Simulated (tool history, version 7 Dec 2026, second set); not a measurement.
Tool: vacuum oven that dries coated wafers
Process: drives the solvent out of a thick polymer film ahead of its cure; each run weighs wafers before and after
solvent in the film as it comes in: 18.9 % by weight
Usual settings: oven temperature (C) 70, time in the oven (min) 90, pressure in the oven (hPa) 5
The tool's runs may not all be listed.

Run 1, hour 0: usual settings. Result: solvent left in the film (%) 5.54.
Run 2, hour 54.2: usual settings. Result: solvent left in the film (%) 5.61.
Run 3, hour 118.1: usual settings but oven temperature (C) 56. Result: solvent left in the film (%) 11.54.
Run 4, hour 180.1: usual settings. Result: solvent left in the film (%) 5.58.
Run 5, hour 218.6: usual settings. Result: solvent left in the film (%) 5.54.
Run 6, hour 266.3: usual settings but oven temperature (C) 77. Result: solvent left in the film (%) 3.21.
Run 7, hour 333.3: usual settings but oven temperature (C) 77. Result: solvent left in the film (%) 3.18.
Run 8, hour 391.3: usual settings. Result: solvent left in the film (%) 5.69.
Run 9, hour 448.3: usual settings. Result: solvent left in the film (%) 5.86.
Run 10, hour 477.9: usual settings. Result: solvent left in the film (%) 5.89.
At hour 484.4: oven's thermocouples calibrated.
Run 11, hour 522.7: usual settings but oven temperature (C) 79. Result: solvent left in the film (%) 2.38.
Run 12, hour 575.6: usual settings but oven temperature (C) 79. Result: solvent left in the film (%) 2.35.
Run 13, hour 613.5: usual settings but oven temperature (C) 79. Result: solvent left in the film (%) 2.36.
Run 14, hour 647.5: usual settings but oven temperature (C) 74, pressure in the oven (hPa) 2.99. Result: solvent left in the film (%) 3.6.
Run 15, hour 704: usual settings but oven temperature (C) 74, pressure in the oven (hPa) 2.99. Result: solvent left in the film (%) 3.62.
Run 16, hour 759.7: usual settings but oven temperature (C) 85, time in the oven (min) 107, pressure in the oven (hPa) 10.81. Result: solvent left in the film (%) 1.92.
Run 17, hour 820.3: usual settings but oven temperature (C) 63, time in the oven (min) 107, pressure in the oven (hPa) 7.66. Result: solvent left in the film (%) 8.37.
Run 18, hour 885.3: usual settings but oven temperature (C) 63, time in the oven (min) 107, pressure in the oven (hPa) 7.66. Result: solvent left in the film (%) 8.43.
Run 19, hour 944.3: usual settings but time in the oven (min) 70, pressure in the oven (hPa) 12.74. Result: solvent left in the film (%) 8.21.
Run 20, hour 974: usual settings but time in the oven (min) 70, pressure in the oven (hPa) 12.74. Result: solvent left in the film (%) 8.03.
Run 21, hour 1011.4: usual settings but oven temperature (C) 60, time in the oven (min) 73, pressure in the oven (hPa) 4.05. Result: solvent left in the film (%) 10.53.
At hour 1019.9: vacuum gauge cleaned of residue and calibrated.
Run 22, hour 1049.6: usual settings but oven temperature (C) 63, time in the oven (min) 79, pressure in the oven (hPa) 10. Result: solvent left in the film (%) 9.49.
Run 23, hour 1105.8: usual settings but oven temperature (C) 69, time in the oven (min) 79, pressure in the oven (hPa) 4.75. Result: solvent left in the film (%) 5.95.
Run 24, hour 1136.5: usual settings but oven temperature (C) 56, time in the oven (min) 125, pressure in the oven (hPa) 12.96. Result: solvent left in the film (%) 11.26.
Run 25, hour 1184: usual settings but oven temperature (C) 56, time in the oven (min) 125, pressure in the oven (hPa) 12.96. Result: solvent left in the film (%) 11.36.

Forecast each of these 4 alternatives for the next run:
Run A, hour 1231.2: usual settings but pressure in the oven (hPa) 4.49. Result: solvent left in the film (%) ?.
Run B, hour 1231.2: usual settings but oven temperature (C) 74, time in the oven (min) 125, pressure in the oven (hPa) 14.08. Result: solvent left in the film (%) ?.
Run C, hour 1231.2: usual settings but oven temperature (C) 77, time in the oven (min) 126, pressure in the oven (hPa) 6.76. Result: solvent left in the film (%) ?.
Run D, hour 1231.2: usual settings but pressure in the oven (hPa) 10.12. Result: solvent left in the film (%) ?.

run  solvent left in the film (%)
  A                             5
  B                          3.83
  C                           1.9
  D                          5.85
Without the tool's hidden state the same runs would have given:
run  solvent left in the film (%)
  A                          4.73
  B                          3.62
  C                          1.75
  D                          5.57
